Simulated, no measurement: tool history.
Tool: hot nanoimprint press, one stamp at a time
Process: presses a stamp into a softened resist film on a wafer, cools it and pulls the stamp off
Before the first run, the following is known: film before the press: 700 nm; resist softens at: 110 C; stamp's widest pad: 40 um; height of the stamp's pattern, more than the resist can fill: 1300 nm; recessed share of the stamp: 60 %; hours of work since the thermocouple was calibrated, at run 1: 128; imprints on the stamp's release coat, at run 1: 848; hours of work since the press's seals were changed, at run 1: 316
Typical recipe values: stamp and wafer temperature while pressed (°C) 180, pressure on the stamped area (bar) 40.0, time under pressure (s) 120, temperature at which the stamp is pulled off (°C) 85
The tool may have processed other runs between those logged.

| run | hour | stamp and wafer temperature while pressed (°C) | pressure on the stamped area (bar) | time under pressure (s) | temperature at which the stamp is pulled off (°C) | hours of work since the thermocouple was calibrated | imprints on the stamp's release coat | hours of work since the press's seals were changed | resist left under the stamp's widest pad (angstrom) | greatest force while the stamp is pulled off (N) |
|---|---|---|---|---|---|---|---|---|---|---|
| 1 | 0.0 | 180 | 40.0 | 120 | 85 | 128 | 848 | 316 | 2482 | 107 |
| 2 | 20.3 | 180 | 40.0 | 120 | 85 | 139 | 901 | 327 | 2483 | 104 |
| 3 | 41.8 | 180 | 40.0 | 115 | 85 | 152 | 958 | 340 | 2524 | 105 |
| 4 | 54.8 | 180 | 40.0 | 115 | 85 | 159 | 992 | 347 | 2541 | 103 |
| 5 | 66.4 | 180 | 53.3 | 120 | 85 | 166 | 1022 | 354 | 2087 | 105 |
| 6 | 93.6 | 180 | 53.3 | 120 | 85 | 182 | 1094 | 370 | 2101 | 107 |
| 7 | 107.2 | 180 | 53.3 | 120 | 85 | 190 | 1129 | 378 | 2105 | 107 |
| 8 | 120.7 | 180 | 53.3 | 120 | 85 | 197 | 1165 | 386 | 2104 | 104 |
| 9 | 136.8 | 180 | 40.0 | 120 | 85 | 207 | 1207 | 395 | 2493 | 101 |
| 10 | 164.3 | 180 | 40.0 | 120 | 85 | 223 | 1279 | 411 | 2491 | 104 |
| 11 | 181.7 | 188 | 40.0 | 63 | 85 | 233 | 1325 | 421 | 2495 | 104 |
| 12 | 202.0 | 188 | 40.0 | 63 | 85 | 244 | 1378 | 433 | 2497 | 105 |
| 13 | 227.6 | 188 | 40.0 | 63 | 85 | 259 | 1446 | 447 | 2495 | 103 |
| 14 | 248.1 | 172 | 62.4 | 141 | 86 | 271 | 1500 | 459 | 2335 | 100 |
| 15 | 265.4 | 172 | 30.9 | 229 | 86 | 281 | 1545 | 469 | 2990 | 99 |
|  | 279.5 | plate thermocouple calibrated |
| 16 | 297.3 | 185 | 26.7 | 175 | 78 | 10 | 1621 | 486 | 2408 | 117 |
| 17 | 323.0 | 185 | 45.6 | 120 | 85 | 25 | 1688 | 501 | 1992 | 100 |
| 18 | 348.4 | 176 | 28.1 | 120 | 85 | 40 | 1755 | 516 | 3449 | 103 |
| 19 | 364.7 | 180 | 40.0 | 120 | 88 | 49 | 1798 | 525 | 2503 | 98 |

5 options for the next run, each taken on its own from the tool as it stands now. Forecast them:
| A | 388.7 | 168 | 46.3 | 120 | 78 | 63 | 1861 | 539 | ? | ? |
| B | 388.7 | 180 | 38.6 | 179 | 83 | 63 | 1861 | 539 | ? | ? |
| C | 388.7 | 192 | 40.0 | 100 | 88 | 63 | 1861 | 539 | ? | ? |
| D | 388.7 | 180 | 43.1 | 120 | 73 | 63 | 1861 | 539 | ? | ? |
| E | 388.7 | 180 | 29.4 | 73 | 73 | 63 | 1861 | 539 | ? | ? |

| run | resist left under the stamp's widest pad (angstrom) | greatest force while the stamp is pulled off (N) |
|---|---|---|
| A | 3363 | 125 |
| B | 2227 | 105 |
| C | 1905 | 98 |
| D | 2394 | 137 |
| E | 3518 | 140 |
Take away the tool's hidden state, keep each run's random variation, and the runs would have read:
| run | resist left under the stamp's widest pad (angstrom) | greatest force while the stamp is pulled off (N) |
|---|---|---|
| A | 3338 | 124 |
| B | 2211 | 104 |
| C | 1891 | 98 |
| D | 2376 | 136 |
| E | 3492 | 139 |
